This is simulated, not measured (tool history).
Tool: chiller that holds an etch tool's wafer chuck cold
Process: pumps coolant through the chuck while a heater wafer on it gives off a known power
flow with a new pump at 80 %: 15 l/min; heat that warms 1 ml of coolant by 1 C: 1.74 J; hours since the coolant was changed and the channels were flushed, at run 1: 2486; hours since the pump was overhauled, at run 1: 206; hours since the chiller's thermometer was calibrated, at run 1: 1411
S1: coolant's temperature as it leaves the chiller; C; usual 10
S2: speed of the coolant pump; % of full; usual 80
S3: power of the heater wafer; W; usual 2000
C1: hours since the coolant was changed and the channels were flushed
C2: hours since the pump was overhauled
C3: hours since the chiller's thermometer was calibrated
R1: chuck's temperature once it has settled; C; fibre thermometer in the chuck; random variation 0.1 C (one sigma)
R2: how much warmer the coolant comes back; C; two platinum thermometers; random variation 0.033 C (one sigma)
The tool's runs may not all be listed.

run     day  S1   S2    S3    C1    C2    C3    R1    R2
  1       0  10   80  2000  2486   206  1411  25.2   4.6
  2   1.883   4   80  2000  2531   251  1456  19.2   4.6
  3   3.571  10   80  2000  2572   292  1496  25.3  4.63
  4     4.6  10   80  2000  2596   316  1521  25.4  4.73
  5    6.75  10   80  2000  2648   368  1573  25.5  4.63
  6   8.529  10   69  2000  2691   411  1615    27  5.51
  7  10.079  10   69  2000  2728   448  1653  26.9  5.54
  8  11.479  10   69  2000  2761   481  1686    27  5.49
  9  12.412  10   71  2000  2784   504  1709  26.5  5.41
 10  13.354  10   80  2000  2806   526  1731  25.3  4.76
 11  14.488  10   80  2000  2834   554  1758  25.5  4.78
 12  16.571  10   80  1073  2884   604  1808  18.3  2.67
 13  17.658  10   83  2000  2910   630  1835  24.8  4.65
 14  18.975  10   98  2000  2941   661  1866  23.4  3.83
 15  20.679  10   98  2000  2982   702  1907  23.1  3.92
 16  22.658  10   80  2438  3030   750  1955  28.7  5.88
 17  24.304  10   79  1083  3069   789  1994  18.4  2.85
 18  25.504   9   89  2472  3098   818  2023  26.7  5.39
 19    27.1   8  100  1750  3136   856  2061  19.5  3.43
 20  28.717  10   64  2000  3175   895  2100  27.9   6.2
 21  30.508  12   93  1134  3218   938  2143  19.7  2.54
 22  32.471  20   79  1453  3265   985  2190  31.2  3.76
 23  34.383  20   79  1453  3311  1031  2236  31.1  3.75
     35.746  -- gauge calibrated
 24   36.25  13   89  2074  3356  1076  2281  27.8  4.26

Run 25 comes next. What will it give?
 25  38.438  13  89  2074  3408  1128  2333   ?   ?

R1: 27.8 C
R2: 4.28 C
Without the tool's hidden state the same run would have given R1 27.8 C, R2 4.25 C.
